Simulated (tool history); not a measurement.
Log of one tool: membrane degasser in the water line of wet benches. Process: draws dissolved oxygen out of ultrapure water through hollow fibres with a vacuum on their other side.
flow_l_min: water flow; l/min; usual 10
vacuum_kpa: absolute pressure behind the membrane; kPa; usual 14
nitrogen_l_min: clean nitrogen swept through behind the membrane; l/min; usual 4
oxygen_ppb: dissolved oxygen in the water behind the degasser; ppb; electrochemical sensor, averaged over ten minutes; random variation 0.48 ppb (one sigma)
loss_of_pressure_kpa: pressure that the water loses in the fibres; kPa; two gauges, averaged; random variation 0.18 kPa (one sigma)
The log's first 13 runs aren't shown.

run	hour	flow_l_min	vacuum_kpa	nitrogen_l_min	hours since the membrane was changed	hours since the vacuum gauge was calibrated	hours since the vacuum lines were made tight	oxygen_ppb	loss_of_pressure_kpa
14	3274.4	10	14	5.01	6269	1735	13583	61.3	35.03
15	3434.7	10	14	5.01	6429	1895	13743	60.8	35.08
16	3623.2	10	14	5.01	6618	2084	13931	60.5	35.03
17	3816.1	10	14	5.01	6811	2277	14124	61.6	34.97
18	4093.6	10	14	5.01	7088	2554	14402	60.9	34.98
19	4390.3	10	14	5.01	7385	2851	14699	61.9	35.44
20	4750.9	10	11.7	3.81	7745	3212	15059	62.8	35.49
# hour 4869.6: vacuum gauge calibrated
# hour 4979.6: seals of the vacuum lines changed
21	5012.5	10	11.7	3.81	8004	141	33	57.6	35.2
22	5178.4	8	13.1	6.42	8170	307	199	31.5	28.3
23	5505.1	9	22.5	3.53	8497	633	526	124.1	31.74
24	5715.1	9	11.8	2.54	8707	843	736	77.2	31.71
25	5995	11	10.2	3.3	8987	1123	1015	63.1	39.09
26	6355.4	11	10.2	3.3	9347	1484	1376	62.2	39.01
27	6611.8	11	10.2	3.3	9604	1740	1632	62.6	39.25
28	6802.7	11	10.2	3.3	9795	1931	1823	63.3	39.31
29	7007.1	11	10.2	2.93	9999	2135	2028	70.4	39.19
30	7249.1	11	21.9	2.93	10241	2378	2270	177.4	39.18
31	7450.5	13	23.4	4	10443	2579	2471	172.5	46.72

5 ways to go on from here, each from the tool as it stands after run 31. What would each give?
A	7781.1	14	23.4	3.7	10773	2910	2802	?	?
B	7781.1	10	23.4	4	10773	2910	2802	?	?
C	7781.1	9	23.4	2.33	10773	2910	2802	?	?
D	7781.1	10	25	4	10773	2910	2802	?	?
E	7781.1	12	23.4	4	10773	2910	2802	?	?

run	oxygen_ppb	loss_of_pressure_kpa
A	202.1	50.43
B	130.1	36.07
C	196.2	32.03
D	140	35.52
E	157.9	43.31
Without the tool's hidden state the same runs would have given:
run	oxygen_ppb	loss_of_pressure_kpa
A	193.6	47.71
B	125.6	34.13
C	190.1	30.3
D	135.3	33.59
E	152	40.98

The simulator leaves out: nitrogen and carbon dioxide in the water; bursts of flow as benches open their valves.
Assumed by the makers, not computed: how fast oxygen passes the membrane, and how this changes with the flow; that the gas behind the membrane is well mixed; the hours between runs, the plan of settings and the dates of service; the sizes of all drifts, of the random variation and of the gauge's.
